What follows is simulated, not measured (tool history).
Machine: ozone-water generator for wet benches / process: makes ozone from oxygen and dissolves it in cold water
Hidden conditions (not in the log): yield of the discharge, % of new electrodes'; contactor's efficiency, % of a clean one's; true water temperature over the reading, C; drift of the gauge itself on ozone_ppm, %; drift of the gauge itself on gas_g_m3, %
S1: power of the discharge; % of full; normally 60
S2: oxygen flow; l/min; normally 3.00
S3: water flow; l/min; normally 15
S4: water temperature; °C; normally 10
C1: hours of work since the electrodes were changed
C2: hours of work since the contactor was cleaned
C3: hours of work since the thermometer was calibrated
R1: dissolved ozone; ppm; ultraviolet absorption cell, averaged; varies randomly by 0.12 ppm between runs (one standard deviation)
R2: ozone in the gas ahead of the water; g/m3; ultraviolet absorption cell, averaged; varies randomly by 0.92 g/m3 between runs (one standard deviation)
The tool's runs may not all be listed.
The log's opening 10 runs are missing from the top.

run 11 hour=1435.2 | S1=60 S2=3.00 S3=15 S4=10 | C1=4326 C2=1558 C3=2353 | R1=11.7 R2=152.6
run 12 hour=1595.6 | S1=60 S2=3.00 S3=15 S4=10 | C1=4443 C2=1676 C3=2470 | R1=11.8 R2=152.7
run 13 hour=1781.4 | S1=60 S2=3.00 S3=15 S4=10 | C1=4579 C2=1812 C3=2606 | R1=11.6 R2=152.4
run 14 hour=1961.5 | S1=60 S2=3.00 S3=15 S4=10 | C1=4710 C2=1943 C3=2738 | R1=11.8 R2=151.7
run 15 hour=2052.0 | S1=60 S2=3.00 S3=15 S4=10 | C1=4777 C2=2009 C3=2804 | R1=11.5 R2=152.4
run 16 hour=2231.2 | S1=41 S2=3.00 S3=15 S4=10 | C1=4908 C2=2140 C3=2935 | R1=8.3 R2=105.9
run 17 hour=2330.0 | S1=41 S2=3.00 S3=15 S4=10 | C1=4980 C2=2213 C3=3007 | R1=8.1 R2=107.6
run 18 hour=2452.9 | S1=60 S2=3.00 S3=11 S4=10 | C1=5070 C2=2303 C3=3097 | R1=16.2 R2=151.0
run 19 hour=2554.6 | S1=55 S2=3.89 S3=9 S4=9 | C1=5144 C2=2377 C3=3171 | R1=18.9 R2=124.5
run 20 hour=2663.3 | S1=60 S2=3.00 S3=11 S4=10 | C1=5224 C2=2456 C3=3251 | R1=16.5 R2=151.7
run 21 hour=2830.8 | S1=60 S2=3.00 S3=16 S4=10 | C1=5346 C2=2579 C3=3373 | R1=10.8 R2=150.7
run 22 hour=2994.8 | S1=60 S2=3.00 S3=12 S4=10 | C1=5466 C2=2699 C3=3493 | R1=15.0 R2=151.2
run 23 hour=3086.2 | S1=60 S2=3.00 S3=12 S4=10 | C1=5533 C2=2766 C3=3560 | R1=14.9 R2=151.1
run 24 hour=3254.1 | S1=65 S2=2.69 S3=17 S4=10 | C1=5656 C2=2888 C3=3683 | R1=10.6 R2=170.9
run 25 hour=3384.6 | S1=65 S2=2.69 S3=17 S4=10 | C1=5751 C2=2984 C3=3778 | R1=10.6 R2=169.7
-- hour=3467.0 gauge calibrated
run 26 hour=3582.7 | S1=43 S2=1.53 S3=17 S4=10 | C1=5896 C2=3129 C3=3923 | R1=6.0 R2=154.9
run 27 hour=3786.4 | S1=60 S2=2.41 S3=15 S4=5 | C1=6045 C2=3278 C3=4072 | R1=11.3 R2=171.6
run 28 hour=3962.2 | S1=87 S2=2.17 S3=15 S4=6 | C1=6173 C2=3406 C3=4201 | R1=15.5 R2=247.9
run 29 hour=4112.8 | S1=93 S2=2.92 S3=22 S4=12 | C1=6283 C2=3516 C3=4311 | R1=10.7 R2=231.1
run 30 hour=4297.8 | S1=93 S2=2.92 S3=22 S4=12 | C1=6419 C2=3652 C3=4446 | R1=10.8 R2=233.1
run 31 hour=4422.7 | S1=49 S2=2.38 S3=15 S4=12 | C1=6510 C2=3743 C3=4537 | R1=8.8 R2=140.6
run 32 hour=4615.2 | S1=49 S2=2.38 S3=15 S4=12 | C1=6651 C2=3884 C3=4678 | R1=9.0 R2=141.3
-- hour=4657.2 water thermometer calibrated
run 33 hour=4811.9 | S1=49 S2=2.38 S3=15 S4=12 | C1=6794 C2=4027 C3=113 | R1=9.1 R2=141.5

Alternative continuations, all from the tool just after run 33; predict every row:
run A hour=4997.9 | S1=90 S2=3.44 S3=17 S4=12 | C1=6930 C2=4163 C3=249 | R1=? R2=?
run B hour=4997.9 | S1=76 S2=2.38 S3=15 S4=12 | C1=6930 C2=4163 C3=249 | R1=? R2=?
run C hour=4997.9 | S1=70 S2=2.38 S3=15 S4=17 | C1=6930 C2=4163 C3=249 | R1=? R2=?
run D hour=4997.9 | S1=68 S2=2.56 S3=15 S4=11 | C1=6930 C2=4163 C3=249 | R1=? R2=?

run=A R1=15.0 R2=208.4
run=B R1=13.7 R2=209.8
run=C R1=11.9 R2=194.8
run=D R1=12.4 R2=184.4
Without the tool's unlogged condition, the same runs would have read:
run=A R1=15.0 R2=211.6
run=B R1=13.7 R2=212.9
run=C R1=11.9 R2=197.7
run=D R1=12.4 R2=187.1
